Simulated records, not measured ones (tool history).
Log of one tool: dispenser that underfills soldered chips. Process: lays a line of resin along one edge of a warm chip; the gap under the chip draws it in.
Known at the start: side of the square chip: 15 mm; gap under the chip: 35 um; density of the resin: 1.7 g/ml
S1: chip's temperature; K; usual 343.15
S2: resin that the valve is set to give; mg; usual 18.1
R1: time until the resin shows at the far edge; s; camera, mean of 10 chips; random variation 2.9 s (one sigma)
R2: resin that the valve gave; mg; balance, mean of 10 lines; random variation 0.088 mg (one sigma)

{"run": 1, "hour": 0.0, "S1": 343.15, "S2": 18.1, "R1": 340.3, "R2": 16.67}
{"run": 2, "hour": 6.5, "S1": 343.15, "S2": 19.9, "R1": 454.0, "R2": 18.32}
{"hour": 7.5, "done": "new syringe of resin"}
{"hour": 15.8, "done": "dispensing valve cleaned and set on the balance"}
{"run": 3, "hour": 16.9, "S1": 343.15, "S2": 21.7, "R1": 418.1, "R2": 21.71}
{"hour": 19.0, "done": "new syringe of resin"}
{"run": 4, "hour": 22.9, "S1": 343.15, "S2": 21.7, "R1": 331.8, "R2": 21.57}
{"run": 5, "hour": 27.8, "S1": 343.15, "S2": 21.7, "R1": 408.9, "R2": 21.66}
{"hour": 29.6, "done": "new syringe of resin"}
{"run": 6, "hour": 34.0, "S1": 343.15, "S2": 21.7, "R1": 346.3, "R2": 21.78}
{"hour": 40.1, "done": "new syringe of resin"}
{"run": 7, "hour": 41.2, "S1": 344.15, "S2": 18.1, "R1": 299.3, "R2": 18.11}
{"run": 8, "hour": 49.5, "S1": 344.15, "S2": 18.1, "R1": 434.6, "R2": 17.9}
{"hour": 50.7, "done": "new syringe of resin"}
{"run": 9, "hour": 56.6, "S1": 351.15, "S2": 18.1, "R1": 263.0, "R2": 17.87}
{"hour": 61.4, "done": "new syringe of resin"}
{"run": 10, "hour": 63.0, "S1": 351.15, "S2": 18.1, "R1": 221.8, "R2": 17.83}
{"run": 11, "hour": 68.9, "S1": 351.15, "S2": 18.1, "R1": 290.2, "R2": 17.66}
{"hour": 72.3, "done": "new syringe of resin"}
{"run": 12, "hour": 76.0, "S1": 351.15, "S2": 18.1, "R1": 241.8, "R2": 17.58}

Forecast run 13:
{"run": 13, "hour": 80.2, "S1": 351.15, "S2": 18.1, "R1": "?", "R2": "?"}

Run 13 gave R1 291.6 s, R2 17.69 mg.
Without the tool's hidden state the same run would have given R1 200.8 s, R2 18.10 mg.
